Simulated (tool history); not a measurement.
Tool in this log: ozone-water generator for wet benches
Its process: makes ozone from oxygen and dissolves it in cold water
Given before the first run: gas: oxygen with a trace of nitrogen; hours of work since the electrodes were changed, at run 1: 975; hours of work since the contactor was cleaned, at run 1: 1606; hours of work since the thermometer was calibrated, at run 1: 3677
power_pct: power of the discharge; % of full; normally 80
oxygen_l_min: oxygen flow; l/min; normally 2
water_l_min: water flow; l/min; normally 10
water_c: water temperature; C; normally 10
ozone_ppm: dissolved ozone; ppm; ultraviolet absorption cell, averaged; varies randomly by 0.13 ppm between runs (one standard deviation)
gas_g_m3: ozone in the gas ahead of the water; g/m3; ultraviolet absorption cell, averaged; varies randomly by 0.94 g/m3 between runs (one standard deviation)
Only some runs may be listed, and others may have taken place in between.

run	hour	power_pct	oxygen_l_min	water_l_min	water_c	hours of work since the electrodes were changed	hours of work since the contactor was cleaned	hours of work since the thermometer was calibrated	ozone_ppm	gas_g_m3
1	0	80	2	10	10	975	1606	3677	13.9	157.2
2	68	80	2	10	10	1018	1648	3719	13.9	157.8
3	130.7	80	2	10	10	1057	1687	3758	14	157.1
4	179.9	80	2	10	10	1088	1718	3789	14	157.2
5	268.2	80	2	12	10	1143	1773	3844	11.5	155.5
6	313.2	80	2.17	12	10	1171	1801	3872	11.3	149.5
7	417.5	80	2	10	10	1236	1866	3937	13.7	156.3
8	523.8	80	2	10	10	1302	1933	4004	13.8	156.3
9	614.4	80	2	10	10	1359	1989	4060	13.6	156.9
10	664.4	80	2	10	10	1390	2021	4091	13.9	155.3
11	741.5	80	2	10	10	1438	2069	4140	13.6	155.8
12	801.4	80	2	10	10	1476	2106	4177	13.7	155
13	867.1	80	2	10	10	1517	2147	4218	13.7	154.8
14	957	80	2	10	10	1573	2203	4274	13.5	156
15	1044.4	80	2	10	10	1627	2258	4329	13.6	156.3
16	1150.1	80	2	10	10	1693	2324	4395	13.6	155
17	1203.3	52	2.49	10	14	1727	2357	4428	10.6	108.2
18	1262.9	52	2.49	10	14	1764	2394	4465	10.6	110.7
19	1364.9	56	1.61	9	11	1828	2458	4529	12	144.6
20	1411.2	80	2.47	9	6	1856	2487	4558	16.3	136.4
21	1490	80	1.12	8	6	1906	2536	4607	16.2	208.5
22	1536.4	45	1.21	8	6	1935	2565	4636	12.3	148.6
23	1594.1	42	1.03	10	10	1971	2601	4672	8.5	153.7
24	1639.3	70	2	10	7	1999	2629	4700	12.8	142.2

What does the tool deliver on the next run?
25	1718.9	67	2	15	13	2049	2679	4750	?	?

ozone_ppm: 7.5 ppm
gas_g_m3: 140.2 g/m3
Had the tool carried no hidden state, the very same run would have given ozone_ppm 8 ppm, gas_g_m3 145 g/m3.
